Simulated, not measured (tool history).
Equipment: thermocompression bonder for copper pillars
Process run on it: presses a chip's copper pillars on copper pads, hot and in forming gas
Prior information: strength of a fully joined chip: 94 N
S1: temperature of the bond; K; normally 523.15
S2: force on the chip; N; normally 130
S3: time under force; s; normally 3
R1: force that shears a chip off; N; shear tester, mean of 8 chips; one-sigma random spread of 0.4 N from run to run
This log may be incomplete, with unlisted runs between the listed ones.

{"run": 1, "day": 0.0, "S1": 523.15, "S2": 130, "S3": 3, "R1": 66.8}
{"run": 2, "day": 0.608, "S1": 523.15, "S2": 158, "S3": 3, "R1": 71.1}
{"run": 3, "day": 1.125, "S1": 523.15, "S2": 158, "S3": 3, "R1": 71.7}
{"run": 4, "day": 1.662, "S1": 523.15, "S2": 81, "S3": 3, "R1": 50.1}
{"run": 5, "day": 2.233, "S1": 523.15, "S2": 130, "S3": 3, "R1": 65.9}
{"run": 6, "day": 3.138, "S1": 523.15, "S2": 130, "S3": 3, "R1": 64.9}
{"run": 7, "day": 3.654, "S1": 523.15, "S2": 130, "S3": 3, "R1": 66.3}
{"run": 8, "day": 4.267, "S1": 523.15, "S2": 130, "S3": 3, "R1": 64.0}
{"run": 9, "day": 5.4, "S1": 523.15, "S2": 123, "S3": 3, "R1": 62.1}
{"run": 10, "day": 6.221, "S1": 508.15, "S2": 142, "S3": 7, "R1": 71.6}
{"run": 11, "day": 7.488, "S1": 550.15, "S2": 113, "S3": 7, "R1": 84.0}
{"run": 12, "day": 8.121, "S1": 550.15, "S2": 113, "S3": 7, "R1": 84.7}
{"run": 13, "day": 8.846, "S1": 550.15, "S2": 113, "S3": 7, "R1": 84.0}
{"run": 14, "day": 9.821, "S1": 550.15, "S2": 152, "S3": 4, "R1": 83.8}
{"run": 15, "day": 10.475, "S1": 523.15, "S2": 189, "S3": 8, "R1": 83.0}
{"run": 16, "day": 11.725, "S1": 508.15, "S2": 192, "S3": 2, "R1": 58.4}
{"run": 17, "day": 12.996, "S1": 508.15, "S2": 192, "S3": 2, "R1": 58.4}

Alternative continuations, all from the tool just after run 17; predict every row:
{"run": "A", "day": 14.233, "S1": 526.15, "S2": 130, "S3": 4, "R1": "?"}
{"run": "B", "day": 14.233, "S1": 522.15, "S2": 133, "S3": 3, "R1": "?"}
{"run": "C", "day": 14.233, "S1": 552.15, "S2": 130, "S3": 3, "R1": "?"}
{"run": "D", "day": 14.233, "S1": 547.15, "S2": 192, "S3": 8, "R1": "?"}

run=A R1=69.1
run=B R1=62.2
run=C R1=76.5
run=D R1=86.2
With the hidden condition removed and each run's random variation left untouched, the same runs would have given:
run=A R1=73.4
run=B R1=66.0
run=C R1=81.5
run=D R1=91.9

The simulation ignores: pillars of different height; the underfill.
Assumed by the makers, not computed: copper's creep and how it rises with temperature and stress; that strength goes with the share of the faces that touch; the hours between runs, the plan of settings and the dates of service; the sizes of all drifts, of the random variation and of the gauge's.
